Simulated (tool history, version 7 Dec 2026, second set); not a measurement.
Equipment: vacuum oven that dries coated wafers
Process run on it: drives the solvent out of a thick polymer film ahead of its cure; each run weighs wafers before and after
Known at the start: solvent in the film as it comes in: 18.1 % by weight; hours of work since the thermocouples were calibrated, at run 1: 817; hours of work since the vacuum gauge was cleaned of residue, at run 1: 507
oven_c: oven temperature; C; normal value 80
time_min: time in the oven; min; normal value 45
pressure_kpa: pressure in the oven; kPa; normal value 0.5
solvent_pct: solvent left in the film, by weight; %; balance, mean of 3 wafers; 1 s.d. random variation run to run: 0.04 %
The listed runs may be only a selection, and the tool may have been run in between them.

run    hour  oven_c  time_min  pressure_kpa  hours of work since the thermocouples were calibrated  hours of work since the vacuum gauge was cleaned of residue  solvent_pct
  1       0      80        45           0.5                                                    817                                                          507         1.48
  2    54.5      80        45           0.5                                                    844                                                          534          1.5
  3   153.9      80        45           0.5                                                    893                                                          583         1.47
  4     263      80        45           0.5                                                    947                                                          637         1.52
  5   339.5      80        45           0.5                                                    985                                                          675         1.42
  6   445.7      80        45           0.5                                                   1038                                                          728         1.49
  7     554      81        45           0.5                                                   1091                                                          781         1.28
  8   615.8      80        45         0.341                                                   1122                                                          812         1.38
  9   690.9      80        77         0.341                                                   1159                                                          849         0.44
 10   793.6      80        45           0.5                                                   1210                                                          900         1.55
 11   898.4      80        45           0.5                                                   1262                                                          952         1.49
      936.7  -- oven's thermocouples calibrated
 12   987.9      80        45           0.5                                                     25                                                          995         1.43
 13  1066.3      80        45           0.5                                                     64                                                         1034         1.45
 14  1113.7      80        45           0.5                                                     88                                                         1058         1.46
 15  1191.6      80        45           0.5                                                    126                                                         1096         1.54
 16  1241.1      70        45           0.5                                                    151                                                         1121         4.55
 17  1350.1      70        45           0.5                                                    205                                                         1175         4.61
 18    1426      70        45           0.5                                                    243                                                         1213         4.51
 19  1522.6      72        45           0.5                                                    290                                                         1260         3.92
 20  1578.1      80        45           0.5                                                    318                                                         1288          1.5
 21  1665.7      80        45           0.5                                                    361                                                         1331         1.43
 22  1718.4      80        55           0.5                                                    388                                                         1358         0.93
 23  1771.5      80        55           0.5                                                    414                                                         1384         0.91
 24  1851.2      80        30           0.5                                                    453                                                         1423         3.11
 25  1960.4      89        64           0.5                                                    507                                                         1477         0.14
 26  2036.2      89        64           0.5                                                    545                                                         1515          0.2
 27  2103.8      68        67         0.295                                                    579                                                         1549         3.32
 28  2166.1      68        67         0.295                                                    609                                                         1579         3.18
     2188.4  -- vacuum gauge cleaned of residue and calibrated
 29    2278      68        69         0.648                                                    664                                                           44         3.25
 30  2390.8      80        27           0.5                                                    720                                                          100         3.62
 31  2494.8      73        60           0.5                                                    772                                                          152         2.26
 32  2553.7      80        52         0.344                                                    801                                                          181         1.05
 33  2652.7      80        31         0.344                                                    850                                                          230         2.97
 34  2734.4      80        31         0.344                                                    890                                                          271         2.82
 35  2784.1      88        64         0.371                                                    915                                                          295         0.19
 36  2890.2      88        63         0.664                                                    968                                                          348         0.31
 37    2944      80        23         1.472                                                    994                                                          375         4.71
 38  3025.1      89        45         0.566                                                   1035                                                          415         0.38
 39  3074.8      89        45         0.566                                                   1059                                                          439          0.4
 40  3155.7      78        45         0.267                                                   1099                                                          480          1.9
 41  3213.5      67        26           0.5                                                   1128                                                          508          8.5
 42  3314.7      67        26           0.5                                                   1178                                                          558         8.61
 43  3390.3      67        26           0.5                                                   1216                                                          596         8.57
 44  3495.1      74        39         0.378                                                   1268                                                          648         3.81
     3525.1  -- oven's thermocouples calibrated
 45    3569      74        39         0.586                                                     22                                                          683         3.87
 46  3652.6      74        39         0.586                                                     63                                                          725         3.75
 47  3766.5      74        39         0.586                                                    120                                                          781         3.92
 48  3845.9      91        59         1.951                                                    159                                                          821         0.56

3 options for the next run, each taken on its own from the tool as it stands now. Forecast them:
  A  3962.6      80        45         0.598                                                    217                                                          879            ?
  B  3962.6      79        49         0.655                                                    217                                                          879            ?
  C  3962.6      91        66          0.41                                                    217                                                          879            ?

run  solvent_pct
  A         1.52
  B         1.48
  C         0.07
With no hidden state in the tool, these same runs would have given:
run  solvent_pct
  A         1.52
  B         1.47
  C         0.06

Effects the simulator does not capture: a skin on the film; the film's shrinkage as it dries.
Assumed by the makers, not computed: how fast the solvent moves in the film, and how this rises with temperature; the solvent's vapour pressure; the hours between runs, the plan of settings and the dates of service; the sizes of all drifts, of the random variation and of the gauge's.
